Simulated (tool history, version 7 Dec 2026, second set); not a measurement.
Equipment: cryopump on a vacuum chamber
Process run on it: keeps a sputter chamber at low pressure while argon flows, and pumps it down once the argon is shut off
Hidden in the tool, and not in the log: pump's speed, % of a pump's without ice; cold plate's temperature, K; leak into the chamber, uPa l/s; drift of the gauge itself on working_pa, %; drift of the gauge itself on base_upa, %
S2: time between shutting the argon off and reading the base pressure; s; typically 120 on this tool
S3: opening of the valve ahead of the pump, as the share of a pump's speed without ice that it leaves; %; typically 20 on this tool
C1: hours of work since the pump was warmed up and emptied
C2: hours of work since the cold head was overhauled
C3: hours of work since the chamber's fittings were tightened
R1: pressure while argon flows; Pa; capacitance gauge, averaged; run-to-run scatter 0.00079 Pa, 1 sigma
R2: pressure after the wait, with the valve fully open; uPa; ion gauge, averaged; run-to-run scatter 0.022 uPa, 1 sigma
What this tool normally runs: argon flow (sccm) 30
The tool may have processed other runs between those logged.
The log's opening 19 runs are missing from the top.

run 20 hour=1349.6 | argon_flow_(sccm)=57 S2=84 S3=49 | C1=296 C2=2309 C3=762 | R1=0.1396 R2=1.28
run 21 hour=1439.4 | argon_flow_(sccm)=57 S2=21 S3=44 | C1=347 C2=2360 C3=813 | R1=0.1576 R2=3.43
-- hour=1474.7 pump warmed up, emptied and cooled again
run 22 hour=1530.7 | argon_flow_(sccm)=57 S2=21 S3=44 | C1=32 C2=2409 C3=862 | R1=0.1366 R2=3.22
run 23 hour=1589.8 | argon_flow_(sccm)=17 S2=234 S3=25 | C1=65 C2=2443 C3=895 | R1=0.0725 R2=0.81
run 24 hour=1669.4 | argon_flow_(sccm)=17 S2=234 S3=58 | C1=111 C2=2488 C3=941 | R1=0.0324 R2=0.86
run 25 hour=1760 | argon_flow_(sccm)=27 S2=186 S3=24 | C1=162 C2=2540 C3=992 | R1=0.1206 R2=0.98
run 26 hour=1846.6 | argon_flow_(sccm)=25 S2=67 S3=52 | C1=211 C2=2589 C3=1041 | R1=0.0564 R2=1.58
run 27 hour=1899 | argon_flow_(sccm)=25 S2=67 S3=52 | C1=241 C2=2619 C3=1071 | R1=0.0574 R2=1.65
run 28 hour=1954.1 | argon_flow_(sccm)=39 S2=99 S3=19 | C1=273 C2=2650 C3=1102 | R1=0.2233 R2=1.36
run 29 hour=2010.2 | argon_flow_(sccm)=16 S2=28 S3=32 | C1=304 C2=2682 C3=1134 | R1=0.0574 R2=2.86
run 30 hour=2097.4 | argon_flow_(sccm)=30 S2=54 S3=20 | C1=354 C2=2732 C3=1184 | R1=0.1659 R2=1.96
-- hour=2118.1 pump warmed up, emptied and cooled again
run 31 hour=2162 | argon_flow_(sccm)=41 S2=54 S3=20 | C1=25 C2=2766 C3=1218 | R1=0.2159 R2=1.72
run 32 hour=2231.9 | argon_flow_(sccm)=41 S2=54 S3=20 | C1=65 C2=2805 C3=1258 | R1=0.2151 R2=1.76
run 33 hour=2311.5 | argon_flow_(sccm)=41 S2=54 S3=43 | C1=110 C2=2851 C3=1303 | R1=0.104 R2=1.79

Here are 3 independent what-if runs from the current tool condition. What would each one return?
run A hour=2400.3 | argon_flow_(sccm)=58 S2=27 S3=43 | C1=160 C2=2901 C3=1353 | R1=? R2=?
run B hour=2400.3 | argon_flow_(sccm)=33 S2=120 S3=16 | C1=160 C2=2901 C3=1353 | R1=? R2=?
run C hour=2400.3 | argon_flow_(sccm)=34 S2=105 S3=45 | C1=160 C2=2901 C3=1353 | R1=? R2=?

run=A R1=0.1498 R2=2.9
run=B R1=0.2185 R2=1.3
run=C R1=0.0848 R2=1.45
Had the tool no hidden state, the same runs would have come out as:
run=A R1=0.1387 R2=2.24
run=B R1=0.2122 R2=0.63
run=C R1=0.0782 R2=0.78
